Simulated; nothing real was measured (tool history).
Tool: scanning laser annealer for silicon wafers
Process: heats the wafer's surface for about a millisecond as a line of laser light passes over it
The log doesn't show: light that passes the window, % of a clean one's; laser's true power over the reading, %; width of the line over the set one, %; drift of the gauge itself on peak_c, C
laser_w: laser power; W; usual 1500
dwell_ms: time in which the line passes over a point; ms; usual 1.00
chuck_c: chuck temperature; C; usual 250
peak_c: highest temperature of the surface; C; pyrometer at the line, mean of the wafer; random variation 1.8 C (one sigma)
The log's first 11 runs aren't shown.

| run | hour | laser_w | dwell_ms | chuck_c | hours of work since the window was cleaned | hours of work since the power meter was calibrated | hours of work since the optics were aligned | peak_c |
|---|---|---|---|---|---|---|---|---|
|  | 694.5 | optics aligned, line set to its width |
| 12 | 712.6 | 1500 | 1.11 | 250 | 373 | 1713 | 11 | 955 |
| 13 | 802.0 | 1500 | 1.00 | 250 | 426 | 1765 | 63 | 922 |
| 14 | 870.4 | 1500 | 1.00 | 250 | 466 | 1806 | 104 | 916 |
|  | 911.5 | optics aligned, line set to its width, once more |
| 15 | 923.4 | 1500 | 1.00 | 250 | 494 | 1834 | 7 | 933 |
| 16 | 995.8 | 1500 | 1.00 | 250 | 537 | 1877 | 50 | 932 |
| 17 | 1072.7 | 1500 | 1.00 | 250 | 582 | 1922 | 95 | 929 |
| 18 | 1148.0 | 1599 | 1.00 | 250 | 627 | 1966 | 140 | 969 |
| 19 | 1191.4 | 1452 | 1.23 | 264 | 652 | 1992 | 165 | 983 |
| 20 | 1277.4 | 1500 | 1.00 | 284 | 703 | 2043 | 216 | 956 |
| 21 | 1347.2 | 1500 | 1.14 | 236 | 744 | 2084 | 257 | 945 |
| 22 | 1432.8 | 1509 | 0.90 | 250 | 795 | 2135 | 308 | 886 |
|  | 1478.4 | window over the wafer cleaned |
| 23 | 1486.9 | 1350 | 0.86 | 250 | 5 | 2165 | 338 | 840 |
| 24 | 1566.6 | 1350 | 0.79 | 224 | 52 | 2212 | 385 | 794 |
| 25 | 1613.9 | 1500 | 1.14 | 256 | 80 | 2240 | 413 | 993 |
| 26 | 1666.9 | 1404 | 0.99 | 236 | 111 | 2272 | 445 | 889 |
| 27 | 1728.6 | 1404 | 0.99 | 236 | 148 | 2308 | 481 | 883 |
| 28 | 1802.3 | 1433 | 0.80 | 225 | 191 | 2351 | 525 | 819 |
| 29 | 1871.5 | 1415 | 1.17 | 250 | 232 | 2392 | 565 | 950 |
| 30 | 1957.6 | 1415 | 0.88 | 250 | 283 | 2443 | 616 | 862 |
| 31 | 2002.8 | 1500 | 0.78 | 250 | 309 | 2470 | 643 | 856 |
| 32 | 2053.6 | 1500 | 0.78 | 250 | 339 | 2500 | 673 | 856 |
| 33 | 2122.2 | 1500 | 0.78 | 250 | 380 | 2540 | 713 | 855 |
| 34 | 2173.8 | 1500 | 0.78 | 250 | 410 | 2571 | 744 | 851 |
| 35 | 2229.1 | 1500 | 0.78 | 250 | 443 | 2603 | 776 | 849 |
| 36 | 2321.0 | 1500 | 0.76 | 245 | 497 | 2658 | 831 | 836 |

Forecast each of these 4 alternatives for the next run:
| A | 2361.6 | 1500 | 1.15 | 261 | 521 | 2681 | 855 | ? |
| B | 2361.6 | 1619 | 1.00 | 250 | 521 | 2681 | 855 | ? |
| C | 2361.6 | 1500 | 1.03 | 245 | 521 | 2681 | 855 | ? |
| D | 2361.6 | 1530 | 0.76 | 262 | 521 | 2681 | 855 | ? |

| run | peak_c |
|---|---|
| A | 975 |
| B | 963 |
| C | 923 |
| D | 861 |
Without the tool's hidden state the same runs would have given:
| run | peak_c |
|---|---|
| A | 1021 |
| B | 1009 |
| C | 967 |
| D | 899 |
